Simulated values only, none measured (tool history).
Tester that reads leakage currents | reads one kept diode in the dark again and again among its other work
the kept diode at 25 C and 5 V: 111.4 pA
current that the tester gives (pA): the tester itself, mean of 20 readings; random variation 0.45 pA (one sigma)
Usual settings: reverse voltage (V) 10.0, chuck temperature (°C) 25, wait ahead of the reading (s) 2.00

| run | hour | reverse voltage (V) | chuck temperature (°C) | wait ahead of the reading (s) | current that the tester gives (pA) |
|---|---|---|---|---|---|
| 1 | 0.0 | 10.0 | 25 | 2.00 | 151.20 |
| 2 | 35.6 | 5.3 | 25 | 2.00 | 112.10 |
| 3 | 82.4 | 5.3 | 25 | 2.00 | 111.51 |
| 4 | 111.2 | 5.3 | 35 | 2.00 | 232.17 |
| 5 | 167.4 | 10.0 | 25 | 2.00 | 149.70 |
| 6 | 207.7 | 10.0 | 25 | 2.00 | 149.63 |
| 7 | 246.8 | 10.0 | 32 | 2.00 | 249.41 |
| 8 | 302.1 | 4.8 | 56 | 1.82 | 916.71 |
|  | 308.7 | chuck's temperature calibrated |
| 9 | 346.6 | 4.8 | 33 | 3.53 | 183.89 |
| 10 | 378.9 | 10.0 | 51 | 5.48 | 891.80 |
| 11 | 417.0 | 10.0 | 36 | 5.48 | 316.48 |

Some steps in current that the tester gives (pA) between neighbouring runs. How much of each would the tool show without its hidden state too (settings, what came in, random variation), and how much is left for the hidden state, with any gauge scatter that isn't in both results?
The hidden state here: stray current of the dirty probe card, pA a volt; current scale over the true one, %; true chuck temperature over the reading, C; drift of the gauge itself on leakage_pa, %.
Run 8 -> 9: chuck temperature (°C) 56 -> 33, wait ahead of the reading (s) 1.82 -> 3.53, chuck's temperature calibrated. current that the tester gives (pA) -732.82: hidden state +27.07, all else -759.89.
Run 9 -> 10: reverse voltage (V) 4.8 -> 10.0, chuck temperature (°C) 33 -> 51, wait ahead of the reading (s) 3.53 -> 5.48. current that the tester gives (pA) +707.91: hidden state -60.35, all else +768.26.
